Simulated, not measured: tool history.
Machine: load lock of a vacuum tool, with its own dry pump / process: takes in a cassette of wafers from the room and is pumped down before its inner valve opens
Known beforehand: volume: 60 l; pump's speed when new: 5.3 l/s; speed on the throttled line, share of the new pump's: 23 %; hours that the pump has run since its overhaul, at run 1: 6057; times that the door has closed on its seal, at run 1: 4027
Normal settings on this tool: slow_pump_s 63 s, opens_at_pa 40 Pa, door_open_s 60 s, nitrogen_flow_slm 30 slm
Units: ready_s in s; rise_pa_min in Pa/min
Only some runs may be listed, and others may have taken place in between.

| run | hour | slow_pump_s | opens_at_pa | door_open_s | nitrogen_flow_slm | hours that the pump has run since its overhaul | times that the door has closed on its seal | incoming humidity of the room's air, % | ready_s | rise_pa_min |
|---|---|---|---|---|---|---|---|---|---|---|
| 1 | 0 | 63 | 40 | 60 | 30 | 6057 | 4027 | 41.7 | 146.2 | 0.041 |
| 2 | 76.8 | 63 | 40 | 60 | 30 | 6134 | 4338 | 46.6 | 144.7 | 0.036 |
| 3 | 174.5 | 63 | 40 | 189 | 30 | 6231 | 4734 | 43.1 | 145.2 | 0.051 |
| 4 | 252.6 | 63 | 40 | 189 | 30 | 6309 | 5051 | 48.7 | 144.5 | 0.054 |
| 5 | 363.6 | 63 | 40 | 60 | 30 | 6420 | 5500 | 45.5 | 146 | 0.043 |
| 6 | 460.4 | 63 | 40 | 60 | 30 | 6517 | 5893 | 48.6 | 144.3 | 0.054 |
| 7 | 526.9 | 63 | 40 | 60 | 30 | 6584 | 6162 | 44.5 | 144.9 | 0.051 |
| 8 | 606.2 | 63 | 40 | 94 | 30 | 6663 | 6484 | 46.5 | 147.2 | 0.054 |
| 9 | 681.1 | 63 | 67 | 94 | 30 | 6738 | 6787 | 45.5 | 138.9 | 0.05 |
| 10 | 729.7 | 63 | 40 | 35 | 30 | 6786 | 6984 | 45.7 | 146.1 | 0.046 |
| 11 | 833.4 | 63 | 40 | 35 | 30 | 6890 | 7404 | 45.2 | 147.1 | 0.046 |
| 12 | 911.6 | 63 | 40 | 156 | 30 | 6968 | 7721 | 41.7 | 145.6 | 0.058 |
| 13 | 997.6 | 63 | 40 | 156 | 30 | 7054 | 8070 | 45.4 | 145.9 | 0.07 |
| 14 | 1079.1 | 63 | 40 | 156 | 30 | 7136 | 8400 | 44.9 | 146.6 | 0.069 |
| 15 | 1173.4 | 63 | 40 | 156 | 30 | 7230 | 8782 | 47.5 | 145.1 | 0.071 |
| 16 | 1273.5 | 63 | 40 | 156 | 30 | 7330 | 9188 | 48.8 | 147 | 0.081 |
| 17 | 1357 | 117 | 40 | 60 | 30 | 7414 | 9526 | 41.5 | 184.7 | 0.066 |
| 18 | 1427.4 | 117 | 40 | 60 | 30 | 7484 | 9812 | 44.2 | 185 | 0.069 |
| 19 | 1530.6 | 117 | 40 | 60 | 30 | 7587 | 10230 | 44.5 | 187.6 | 0.069 |
| 20 | 1587.2 | 117 | 29 | 74 | 30 | 7644 | 10459 | 44.8 | 192.2 | 0.075 |
| 21 | 1680.1 | 63 | 40 | 140 | 17 | 7737 | 10836 | 44.9 | 146.9 | 0.1 |
| 22 | 1775.5 | 63 | 40 | 48 | 6 | 7832 | 11222 | 46.7 | 149.2 | 0.101 |
| 23 | 1878.3 | 54 | 66 | 60 | 16 | 7935 | 11639 | 44.5 | 135.5 | 0.084 |
| 24 | 1978.9 | 54 | 66 | 60 | 16 | 8036 | 12047 | 48.2 | 133.8 | 0.095 |
| 25 | 2071.6 | 82 | 47 | 167 | 42 | 8128 | 12423 | 44.6 | 158.9 | 0.091 |
| 26 | 2164.1 | 63 | 40 | 60 | 36 | 8221 | 12797 | 44.8 | 148 | 0.088 |
| 27 | 2256.7 | 63 | 40 | 60 | 36 | 8313 | 13173 | 44 | 148.2 | 0.096 |
| 28 | 2358.9 | 60 | 32 | 60 | 38 | 8416 | 13587 | 46.9 | 148.7 | 0.095 |
| 29 | 2445 | 93 | 32 | 60 | 38 | 8502 | 13936 | 44.9 | 172.3 | 0.095 |
| 30 | 2541.1 | 38 | 33 | 46 | 30 | 8598 | 14325 | 48 | 131.4 | 0.102 |
| 31 | 2623.4 | 75 | 68 | 56 | 9 | 8680 | 14659 | 46 | 150.7 | 0.121 |
| 32 | 2700 | 104 | 54 | 60 | 8 | 8757 | 14969 | 44.6 | 174.7 | 0.123 |
| 33 | 2801.1 | 104 | 30 | 184 | 8 | 8858 | 15379 | 43 | 182.7 | 0.156 |
| 34 | 2876.3 | 104 | 30 | 184 | 8 | 8933 | 15684 | 43 | 182 | 0.16 |
| 35 | 2953 | 60 | 40 | 60 | 28 | 9010 | 15995 | 47.8 | 147.9 | 0.127 |
| 36 | 3044.4 | 60 | 40 | 60 | 28 | 9101 | 16365 | 47.7 | 147.6 | 0.121 |
| 37 | 3149.9 | 60 | 49 | 140 | 28 | 9207 | 16792 | 42.5 | 145.3 | 0.129 |

Consider 4 possible next runs. They are alternatives, not a sequence: every one starts from the tool as it was left by run 37. What does each give?
| A | 3205.4 | 60 | 79 | 140 | 28 | 9262 | 17017 | 44.3 | ? | ? |
| B | 3205.4 | 57 | 72 | 60 | 30 | 9262 | 17017 | 44.9 | ? | ? |
| C | 3205.4 | 63 | 70 | 215 | 30 | 9262 | 17017 | 39.9 | ? | ? |
| D | 3205.4 | 65 | 65 | 60 | 28 | 9262 | 17017 | 51.5 | ? | ? |

| run | ready_s | rise_pa_min |
|---|---|---|
| A | 139 | 0.136 |
| B | 139.8 | 0.125 |
| C | 141.1 | 0.138 |
| D | 144.6 | 0.127 |
Without the tool's hidden state the same runs would have given:
| run | ready_s | rise_pa_min |
|---|---|---|
| A | 127.2 | 0.029 |
| B | 127.4 | 0.02 |
| C | 129.3 | 0.032 |
| D | 132.7 | 0.019 |
